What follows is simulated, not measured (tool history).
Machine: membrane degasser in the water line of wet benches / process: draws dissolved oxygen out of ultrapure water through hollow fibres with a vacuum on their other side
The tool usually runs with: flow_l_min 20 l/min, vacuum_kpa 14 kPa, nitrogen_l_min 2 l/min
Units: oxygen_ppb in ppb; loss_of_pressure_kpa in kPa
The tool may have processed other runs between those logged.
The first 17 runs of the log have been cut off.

run,hour,flow_l_min,vacuum_kpa,nitrogen_l_min,oxygen_ppb,loss_of_pressure_kpa
18,2463.5,20,14,2,378.9,33.32
19,2581.5,20,14,2,374.7,33.31
20,2711.2,20,14,2,381.5,33.88
21,2905.7,14,14.8,1.05,415.7,23.2
22,2999.1,20,8.5,4.55,196.1,33.46
23,3131.1,13,27.9,3.82,262.7,21.62
24,3281.5,13,27.9,3.82,267.6,21.58
25,3374.7,21,14,1.47,485.6,35.17
26,3470.7,21,14,1.47,482.5,35.23
27,3669.8,21,14,1.47,485.7,35.23
28,3874.2,23,14,0.9,713.3,38.54
29,3984.9,23,14,0.9,725.2,38.87
30,4136.4,23,14,0.9,733.4,38.57
31,4274.3,23,10,0.9,524.8,38.89
32,4467.6,23,10,0.9,521.8,38.84
33,4566.6,25,10.9,1.66,453.7,42.2

Consider 3 possible next runs. They are alternatives, not a sequence: every one starts from the tool as it was left by run 33. What does each give?
A,4722.1,25,28.2,1.66,?,?
B,4722.1,29,10.9,1.66,?,?
C,4722.1,20,13.5,1.66,?,?

run,oxygen_ppb,loss_of_pressure_kpa
A,974.3,42.37
B,529.1,48.88
C,409.1,33.77
What these runs would have given with no unlogged condition in the tool:
run,oxygen_ppb,loss_of_pressure_kpa
A,973.5,41.4
B,528.3,47.76
C,408.5,32.99
